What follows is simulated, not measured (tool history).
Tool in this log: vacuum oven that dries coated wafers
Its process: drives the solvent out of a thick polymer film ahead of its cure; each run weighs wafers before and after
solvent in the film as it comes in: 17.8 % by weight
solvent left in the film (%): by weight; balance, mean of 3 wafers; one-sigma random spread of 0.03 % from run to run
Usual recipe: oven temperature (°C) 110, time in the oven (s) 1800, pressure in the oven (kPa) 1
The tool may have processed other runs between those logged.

run,hour,oven temperature (°C),time in the oven (s),pressure in the oven (kPa),solvent left in the film (%)
1,0,110,1800,1,3.51
2,42.1,110,1020,1,6.36
3,63.9,110,1620,1,3.95
4,113.3,123,1800,1,1.21
5,138.7,123,1800,1,1.2
6,174.3,123,1800,1,1.21
7,195.1,123,1800,1,1.19
8,240,123,1800,1,1.23
9,269.2,123,1320,1,2.3
10,310.3,123,1320,1,2.3
11,349.9,123,1320,1,2.28
12,390.5,123,1320,1,2.26
13,435.3,121,1800,0.93,1.48
14,458.9,108,1560,1.35,4.69
15,485.9,103,1800,0.51,5.04
16,511.2,114,1200,3.55,4.94
17,560.2,106,1800,2.87,4.75
# hour 566.7: oven's thermocouples calibrated
18,611.9,119,1380,0.85,2.81
19,659.9,119,1380,0.85,2.81
20,682.1,119,1380,0.85,2.84
21,707.8,96,1800,1,7.02
22,746,96,1800,1,6.96
23,769.2,98,1380,1.32,7.83

Each row is a separate what-if for the run after 23, all from the same tool condition, not one after another. Results?
A,793.3,98,1440,1.47,?
B,793.3,98,1380,1.88,?
C,793.3,110,1800,2.58,?
D,793.3,105,960,1.32,?

run,solvent left in the film (%)
A,7.67
B,7.91
C,3.79
D,7.98
With no hidden state in the tool, these same runs would have given:
run,solvent left in the film (%)
A,7.67
B,7.92
C,3.79
D,7.98
